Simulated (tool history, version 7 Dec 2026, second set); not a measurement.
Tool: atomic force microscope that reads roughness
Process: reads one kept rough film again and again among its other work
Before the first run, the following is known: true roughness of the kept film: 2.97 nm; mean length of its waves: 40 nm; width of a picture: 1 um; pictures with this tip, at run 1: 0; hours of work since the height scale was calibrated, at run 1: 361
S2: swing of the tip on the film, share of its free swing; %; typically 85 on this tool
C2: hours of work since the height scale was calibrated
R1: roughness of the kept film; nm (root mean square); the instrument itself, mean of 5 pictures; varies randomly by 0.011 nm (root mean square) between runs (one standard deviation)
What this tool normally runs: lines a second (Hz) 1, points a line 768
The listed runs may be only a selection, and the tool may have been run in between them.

{"run": 1, "day": 0.0, "lines a second (Hz)": 1, "S2": 85, "points a line": 768, "pictures with this tip": 0, "C2": 361, "R1": 2.531}
{"run": 2, "day": 0.896, "lines a second (Hz)": 1, "S2": 85, "points a line": 768, "pictures with this tip": 32, "C2": 372, "R1": 2.493}
{"run": 3, "day": 1.5, "lines a second (Hz)": 1, "S2": 85, "points a line": 768, "pictures with this tip": 53, "C2": 379, "R1": 2.483}
{"run": 4, "day": 2.492, "lines a second (Hz)": 1, "S2": 85, "points a line": 768, "pictures with this tip": 88, "C2": 392, "R1": 2.43}
{"run": 5, "day": 3.417, "lines a second (Hz)": 1, "S2": 85, "points a line": 768, "pictures with this tip": 121, "C2": 403, "R1": 2.401}
{"run": 6, "day": 3.942, "lines a second (Hz)": 0.5, "S2": 85, "points a line": 768, "pictures with this tip": 139, "C2": 410, "R1": 2.529}
{"run": 7, "day": 4.638, "lines a second (Hz)": 0.5, "S2": 85, "points a line": 768, "pictures with this tip": 164, "C2": 419, "R1": 2.503}
{"run": 8, "day": 5.117, "lines a second (Hz)": 0.5, "S2": 85, "points a line": 768, "pictures with this tip": 181, "C2": 425, "R1": 2.485}
{"run": 9, "day": 5.746, "lines a second (Hz)": 1.85, "S2": 85, "points a line": 768, "pictures with this tip": 203, "C2": 433, "R1": 2.134}
{"run": 10, "day": 6.346, "lines a second (Hz)": 1.85, "S2": 85, "points a line": 768, "pictures with this tip": 224, "C2": 440, "R1": 2.099}
{"run": 11, "day": 7.167, "lines a second (Hz)": 1.85, "S2": 85, "points a line": 768, "pictures with this tip": 253, "C2": 450, "R1": 2.079}
{"day": 7.417, "done": "new tip fitted"}
{"run": 12, "day": 8.062, "lines a second (Hz)": 1.85, "S2": 85, "points a line": 768, "pictures with this tip": 23, "C2": 461, "R1": 2.285}
{"run": 13, "day": 9.067, "lines a second (Hz)": 1.85, "S2": 85, "points a line": 768, "pictures with this tip": 58, "C2": 474, "R1": 2.258}
{"run": 14, "day": 10.071, "lines a second (Hz)": 2.63, "S2": 85, "points a line": 768, "pictures with this tip": 93, "C2": 486, "R1": 2.065}
{"run": 15, "day": 11.192, "lines a second (Hz)": 1, "S2": 85, "points a line": 768, "pictures with this tip": 133, "C2": 500, "R1": 2.415}
{"run": 16, "day": 11.9, "lines a second (Hz)": 1, "S2": 61, "points a line": 768, "pictures with this tip": 158, "C2": 509, "R1": 2.592}
{"run": 17, "day": 12.896, "lines a second (Hz)": 1, "S2": 85, "points a line": 740, "pictures with this tip": 193, "C2": 522, "R1": 2.331}
{"run": 18, "day": 13.783, "lines a second (Hz)": 0.58, "S2": 85, "points a line": 740, "pictures with this tip": 224, "C2": 533, "R1": 2.445}
{"day": 14.875, "done": "new tip fitted"}
{"run": 19, "day": 14.883, "lines a second (Hz)": 0.58, "S2": 85, "points a line": 740, "pictures with this tip": 0, "C2": 546, "R1": 2.662}
{"run": 20, "day": 15.408, "lines a second (Hz)": 1, "S2": 85, "points a line": 768, "pictures with this tip": 19, "C2": 553, "R1": 2.508}
{"run": 21, "day": 16.083, "lines a second (Hz)": 1, "S2": 85, "points a line": 768, "pictures with this tip": 42, "C2": 561, "R1": 2.486}
{"run": 22, "day": 16.933, "lines a second (Hz)": 1, "S2": 84, "points a line": 278, "pictures with this tip": 72, "C2": 572, "R1": 2.469}
{"run": 23, "day": 17.4, "lines a second (Hz)": 1, "S2": 84, "points a line": 278, "pictures with this tip": 89, "C2": 578, "R1": 2.448}
{"run": 24, "day": 17.971, "lines a second (Hz)": 1.32, "S2": 85, "points a line": 393, "pictures with this tip": 109, "C2": 585, "R1": 2.308}
{"run": 25, "day": 19.071, "lines a second (Hz)": 1.49, "S2": 67, "points a line": 796, "pictures with this tip": 148, "C2": 599, "R1": 2.497}
{"run": 26, "day": 19.904, "lines a second (Hz)": 1.64, "S2": 85, "points a line": 768, "pictures with this tip": 177, "C2": 609, "R1": 2.202}
{"run": 27, "day": 20.696, "lines a second (Hz)": 0.68, "S2": 80, "points a line": 259, "pictures with this tip": 205, "C2": 619, "R1": 2.461}
{"run": 28, "day": 21.521, "lines a second (Hz)": 0.68, "S2": 80, "points a line": 259, "pictures with this tip": 234, "C2": 629, "R1": 2.43}
{"run": 29, "day": 22.0, "lines a second (Hz)": 0.68, "S2": 55, "points a line": 1010, "pictures with this tip": 251, "C2": 635, "R1": 2.578}
{"day": 22.308, "done": "new tip fitted"}
{"run": 30, "day": 22.662, "lines a second (Hz)": 0.68, "S2": 55, "points a line": 1010, "pictures with this tip": 12, "C2": 643, "R1": 2.809}
{"run": 31, "day": 23.646, "lines a second (Hz)": 0.68, "S2": 89, "points a line": 774, "pictures with this tip": 47, "C2": 656, "R1": 2.547}
{"run": 32, "day": 24.55, "lines a second (Hz)": 1, "S2": 65, "points a line": 931, "pictures with this tip": 79, "C2": 667, "R1": 2.657}
{"run": 33, "day": 25.121, "lines a second (Hz)": 0.98, "S2": 65, "points a line": 931, "pictures with this tip": 99, "C2": 674, "R1": 2.635}
{"run": 34, "day": 25.683, "lines a second (Hz)": 2.86, "S2": 67, "points a line": 742, "pictures with this tip": 119, "C2": 681, "R1": 2.396}
{"run": 35, "day": 26.45, "lines a second (Hz)": 2.86, "S2": 67, "points a line": 742, "pictures with this tip": 146, "C2": 691, "R1": 2.348}
{"run": 36, "day": 27.442, "lines a second (Hz)": 2.86, "S2": 67, "points a line": 742, "pictures with this tip": 181, "C2": 703, "R1": 2.341}
{"run": 37, "day": 28.154, "lines a second (Hz)": 2.86, "S2": 67, "points a line": 742, "pictures with this tip": 206, "C2": 712, "R1": 2.315}
{"run": 38, "day": 28.825, "lines a second (Hz)": 2.38, "S2": 59, "points a line": 969, "pictures with this tip": 229, "C2": 720, "R1": 2.457}
{"day": 29.762, "done": "new tip fitted"}
{"run": 39, "day": 29.762, "lines a second (Hz)": 1, "S2": 85, "points a line": 362, "pictures with this tip": 0, "C2": 732, "R1": 2.537}

What if the next run were any one of these 5? Each begins from the tool's condition after run 39:
{"run": "A", "day": 30.633, "lines a second (Hz)": 1.28, "S2": 85, "points a line": 362, "pictures with this tip": 30, "C2": 743, "R1": "?"}
{"run": "B", "day": 30.633, "lines a second (Hz)": 2.55, "S2": 75, "points a line": 768, "pictures with this tip": 30, "C2": 743, "R1": "?"}
{"run": "C", "day": 30.633, "lines a second (Hz)": 2.48, "S2": 60, "points a line": 778, "pictures with this tip": 30, "C2": 743, "R1": "?"}
{"run": "D", "day": 30.633, "lines a second (Hz)": 1, "S2": 90, "points a line": 362, "pictures with this tip": 30, "C2": 743, "R1": "?"}
{"run": "E", "day": 30.633, "lines a second (Hz)": 2.42, "S2": 85, "points a line": 311, "pictures with this tip": 30, "C2": 743, "R1": "?"}

run=A R1=2.411
run=B R1=2.344
run=C R1=2.614
run=D R1=2.423
run=E R1=2.146
With the hidden condition removed and each run's random variation left untouched, the same runs would have given:
run=A R1=2.439
run=B R1=2.371
run=C R1=2.644
run=D R1=2.451
run=E R1=2.171
